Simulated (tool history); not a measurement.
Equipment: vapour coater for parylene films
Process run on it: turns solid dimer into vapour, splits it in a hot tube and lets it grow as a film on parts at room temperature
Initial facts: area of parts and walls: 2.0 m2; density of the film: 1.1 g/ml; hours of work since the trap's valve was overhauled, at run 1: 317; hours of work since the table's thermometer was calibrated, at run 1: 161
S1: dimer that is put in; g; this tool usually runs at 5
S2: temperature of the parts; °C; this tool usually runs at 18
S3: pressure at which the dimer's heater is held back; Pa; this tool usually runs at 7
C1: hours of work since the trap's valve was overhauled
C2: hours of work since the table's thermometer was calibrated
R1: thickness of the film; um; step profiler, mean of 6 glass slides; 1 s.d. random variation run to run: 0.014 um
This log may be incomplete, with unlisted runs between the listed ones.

run	hour	S1	S2	S3	C1	C2	R1
1	0	5	18	7	317	161	1.34
2	11.4	5	18	7	323	167	1.32
3	27.5	5	18	7	332	175	1.36
4	34.7	5	18	7	336	179	1.35
5	42.1	5	18	7	340	183	1.35
6	56	5	18	7	347	191	1.34
7	68.8	5	18	2.46	354	197	1.46
8	82.9	5	18	7	361	205	1.33
9	91.2	5	24	7	366	209	1.21
10	107.2	5	18	3.06	374	218	1.4
11	120.5	3	18	7	381	225	0.84
12	127.6	3	18	7	385	229	0.8
13	134.8	3	18	7	389	232	0.81
14	146.6	5	18	3.38	395	239	1.4
15	153.8	5	18	3.38	399	243	1.39
16	169.1	5	18	8.83	407	251	1.34
17	179.9	5	11	7	413	256	1.53
18	189.1	5	11	7	418	261	1.55
19	202.2	5	18	11.15	425	268	1.31
20	213.8	5	18	11.15	431	274	1.31
21	224.3	5	18	7	437	280	1.35
22	238.6	5	18	7	444	288	1.35
23	245.9	5	18	5.49	448	292	1.36
# hour 251.1: trap's valve overhauled
24	266.8	5	18	2.01	8	301	1.44
25	274.8	5	18	2.01	13	305	1.43
26	291.9	5	20	2.88	22	314	1.38
27	301.8	5	20	2.88	27	319	1.37
28	317.6	4	11	4.8	35	327	1.25
29	334	7	14	2.22	44	336	2.18
30	349.4	7	14	2.22	52	344	2.17
31	360.3	2	18	7.23	58	350	0.54
32	375	9	11	6.42	66	358	2.75
33	386.3	5	18	5.11	72	364	1.36
34	398.5	5	18	5.74	78	371	1.34
35	412.6	3	20	5.08	86	378	0.81
36	421.4	5	23	3.6	91	383	1.28
37	430.6	5	14	9.66	95	388	1.45
38	439.9	4	23	6.55	100	393	0.99
39	451.4	2	18	3.11	107	399	0.59
40	460.1	2	18	3.11	111	403	0.57
41	469.8	5	18	11.73	116	408	1.32
42	485.5	2	18	3.8	125	417	0.56
43	501.6	2	18	3.8	133	425	0.55
44	517.7	3	18	2.66	142	434	0.86
45	525.8	7	14	3.42	146	438	2.12
46	535.8	7	15	5.6	151	444	2
47	549.9	7	15	5.6	159	451	2.02

Below are 3 alternative next runs, each starting from the tool's condition after run 47. Predict each:
A	565.6	6	27	2.39	167	459	?
B	565.6	5	11	5.6	167	459	?
C	565.6	9	18	11.24	167	459	?

run	R1
A	1.47
B	1.54
C	2.35
Had the tool no hidden state, the same runs would have come out as:
run	R1
A	1.47
B	1.54
C	2.35
